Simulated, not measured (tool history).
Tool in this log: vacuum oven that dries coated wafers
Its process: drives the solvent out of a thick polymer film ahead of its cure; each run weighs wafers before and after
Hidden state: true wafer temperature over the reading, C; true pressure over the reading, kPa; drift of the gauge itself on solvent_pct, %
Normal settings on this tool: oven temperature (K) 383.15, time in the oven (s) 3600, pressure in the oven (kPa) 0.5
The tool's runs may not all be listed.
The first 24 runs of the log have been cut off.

run	hour	oven temperature (K)	time in the oven (s)	pressure in the oven (kPa)	hours of work since the thermocouples were calibrated	hours of work since the vacuum gauge was cleaned of residue	solvent left in the film (%)
25	352.7	385.15	2940	0.273	267	842	2.64
26	361.4	385.15	2040	0.548	272	847	4.36
27	373.9	383.15	2640	0.5	279	854	3.65
28	385	383.15	2640	0.5	286	861	3.77
29	399.7	383.15	2640	0.5	294	869	3.62
30	412.3	370.15	3600	0.63	302	877	5.62
31	428.6	370.15	3600	0.642	311	886	5.75
32	443.2	383.15	2460	0.642	320	895	4.09
33	458.5	378.15	4080	1.496	329	904	4.23
# hour 461.4: oven's thermocouples calibrated
34	469.1	378.15	4080	1.496	5	909	4.31
35	477.9	378.15	4080	1.496	10	914	4.32
36	486.5	388.15	3660	0.728	15	919	1.99
37	506	388.15	3660	0.728	26	930	2.02
38	520.1	398.15	4380	0.277	34	939	0.55
39	535.8	398.15	4380	0.277	44	948	0.55
40	549.7	398.15	4380	0.277	52	956	0.6
# hour 558.7: oven's thermocouples calibrated, once more
41	561.1	398.15	4380	0.277	1	961	0.48
42	572.8	377.15	3240	0.606	8	968	4.24
43	580.9	377.15	4500	1.682	13	973	4.14
44	600.2	383.15	5760	0.5	24	984	1.39
45	613.7	376.15	2460	0.534	32	992	5.71
46	626.8	372.15	1860	1.008	40	1000	8.4
47	635.7	383.15	3120	1.792	45	1005	4.09

3 options for the next run, each taken on its own from the tool as it stands now. Forecast them:
A	652.1	380.15	3120	1.792	55	1015	?
B	652.1	369.15	1860	1.28	55	1015	?
C	652.1	376.15	6420	0.386	55	1015	?

run	solvent left in the film (%)
A	4.77
B	9.46
C	1.95
Had the tool no hidden state, the same runs would have come out as:
run	solvent left in the film (%)
A	4.37
B	9.07
C	1.42
